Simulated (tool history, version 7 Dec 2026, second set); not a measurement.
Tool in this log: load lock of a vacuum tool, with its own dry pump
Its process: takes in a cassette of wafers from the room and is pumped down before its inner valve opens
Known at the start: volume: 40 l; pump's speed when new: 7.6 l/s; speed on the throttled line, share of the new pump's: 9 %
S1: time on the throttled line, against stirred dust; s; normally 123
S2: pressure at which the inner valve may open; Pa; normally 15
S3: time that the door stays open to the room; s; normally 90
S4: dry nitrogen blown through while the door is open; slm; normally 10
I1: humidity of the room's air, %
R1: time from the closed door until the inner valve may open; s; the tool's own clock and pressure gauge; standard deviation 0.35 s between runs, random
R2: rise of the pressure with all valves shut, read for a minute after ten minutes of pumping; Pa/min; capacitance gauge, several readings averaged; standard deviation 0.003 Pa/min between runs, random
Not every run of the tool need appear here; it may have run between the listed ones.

Run 1, hour 0: usual settings; I1 43.4. Result: R1 163.7 s, R2 0.107 Pa/min.
Run 2, hour 435.6: usual settings but S1 215 s; I1 44.9. Result: R1 246.6 s, R2 0.113 Pa/min.
Run 3, hour 883.5: usual settings; I1 42.7. Result: R1 164.2 s, R2 0.118 Pa/min.
Run 4, hour 1145.9: usual settings; I1 46.2. Result: R1 163.7 s, R2 0.121 Pa/min.
Run 5, hour 1397.1: usual settings; I1 42.1. Result: R1 162.9 s, R2 0.119 Pa/min.
Run 6, hour 1646.4: usual settings; I1 44.4. Result: R1 163 s, R2 0.126 Pa/min.
Run 7, hour 2083.8: usual settings; I1 45.3. Result: R1 163 s, R2 0.127 Pa/min.
Run 8, hour 2299.8: usual settings but S1 81 s; I1 45.2. Result: R1 126.3 s, R2 0.14 Pa/min.
Run 9, hour 2607.7: usual settings but S1 81 s, S2 18 Pa; I1 45.8. Result: R1 125 s, R2 0.133 Pa/min.
Run 10, hour 3074.3: usual settings but S3 190 s; I1 48. Result: R1 163.7 s, R2 0.157 Pa/min.
Run 11, hour 3355.3: usual settings but S3 190 s; I1 47.8. Result: R1 164.2 s, R2 0.164 Pa/min.
Run 12, hour 3556.9: usual settings; I1 45. Result: R1 163.7 s, R2 0.147 Pa/min.
Run 13, hour 3795.3: usual settings but S1 225 s; I1 46.1. Result: R1 257.3 s, R2 0.147 Pa/min.
Run 14, hour 4196.4: usual settings but S1 225 s; I1 43.8. Result: R1 255.8 s, R2 0.155 Pa/min.
Run 15, hour 4674.6: usual settings but S1 225 s; I1 45.5. Result: R1 256.1 s, R2 0.163 Pa/min.
Run 16, hour 5020.5: usual settings but S1 225 s; I1 45.9. Result: R1 255.9 s, R2 0.161 Pa/min.
Run 17, hour 5473.5: usual settings but S3 93 s, S4 7 slm; I1 43.7. Result: R1 164.5 s, R2 0.174 Pa/min.
Run 18, hour 5759.1: usual settings but S1 110 s, S2 12 Pa, S3 26 s; I1 43.2. Result: R1 154.8 s, R2 0.156 Pa/min.
Run 19, hour 6093.4: usual settings but S1 110 s, S2 12 Pa, S3 26 s; I1 42. Result: R1 154.5 s, R2 0.166 Pa/min.
Run 20, hour 6507.1: usual settings but S2 17 Pa, S3 158 s; I1 43.9. Result: R1 163.5 s, R2 0.189 Pa/min.
Run 21, hour 6774.2: usual settings but S2 13 Pa, S3 53 s, S4 5 slm; I1 47.6. Result: R1 166.2 s, R2 0.192 Pa/min.
Run 22, hour 7033.4: usual settings but S1 75 s, S2 21 Pa, S3 42 s, S4 9 slm; I1 41.5. Result: R1 120 s, R2 0.173 Pa/min.
Run 23, hour 7243.1: usual settings but S1 75 s, S2 21 Pa, S3 42 s, S4 9 slm; I1 46.8. Result: R1 119.9 s, R2 0.178 Pa/min.
Run 24, hour 7697: usual settings but S1 65 s, S4 20 slm; I1 43. Result: R1 113.4 s, R2 0.187 Pa/min.
Run 25, hour 7938.4: usual settings but S1 65 s, S3 92 s, S4 20 slm; I1 46.2. Result: R1 113.3 s, R2 0.193 Pa/min.
Run 26, hour 8228.7: usual settings but S1 65 s, S2 14 Pa, S3 92 s, S4 20 slm; I1 48.5. Result: R1 113.9 s, R2 0.201 Pa/min.
At hour 8416.1: dry pump taken out, an overhauled one fitted.
Run 27, hour 8497.7: usual settings but S2 28 Pa, S3 213 s, S4 11 slm; I1 42.3. Result: R1 155.6 s, R2 0.228 Pa/min.
Run 28, hour 8776.9: usual settings but S1 201 s; I1 43.8. Result: R1 230.4 s, R2 0.21 Pa/min.
Run 29, hour 9186.8: usual settings but S1 201 s; I1 47.2. Result: R1 231.1 s, R2 0.222 Pa/min.
Run 30, hour 9466.9: usual settings but S1 201 s; I1 46. Result: R1 230.6 s, R2 0.219 Pa/min.

Measured less the same run without the tool's hidden state. The same run-to-run variation is in both; the gauge's scatter may not be:
The hidden state here: pump's speed, % of a new pump's; leak at the door's seal, Pa l/s; drift of the gauge itself on ready_s, %; drift of the gauge itself on rise_pa_min, %.
run    R1      R2
  1  +3.6  +0.061
  2    +3  +0.066
  3  +3.9   +0.07
  4    +4  +0.071
  5    +4  +0.075
  6    +4  +0.079
  7  +4.3  +0.082
  8  +4.9  +0.085
  9  +4.8  +0.088
 10  +4.6  +0.091
 11  +4.7  +0.096
 12  +4.7  +0.098
 13  +3.8  +0.101
 14  +3.9  +0.106
 15    +4  +0.112
 16  +4.1  +0.116
 17  +5.6  +0.122
 18    +6  +0.125
 19  +6.1  +0.133
 20  +5.7  +0.136
 21    +6  +0.141
 22  +6.4   +0.14
 23  +6.4  +0.143
 24  +7.1  +0.151
 25  +7.2  +0.154
 26  +7.3  +0.156
 27    +0  +0.165
 28  +0.1  +0.168
 29  +0.2  +0.174
 30  +0.3  +0.176

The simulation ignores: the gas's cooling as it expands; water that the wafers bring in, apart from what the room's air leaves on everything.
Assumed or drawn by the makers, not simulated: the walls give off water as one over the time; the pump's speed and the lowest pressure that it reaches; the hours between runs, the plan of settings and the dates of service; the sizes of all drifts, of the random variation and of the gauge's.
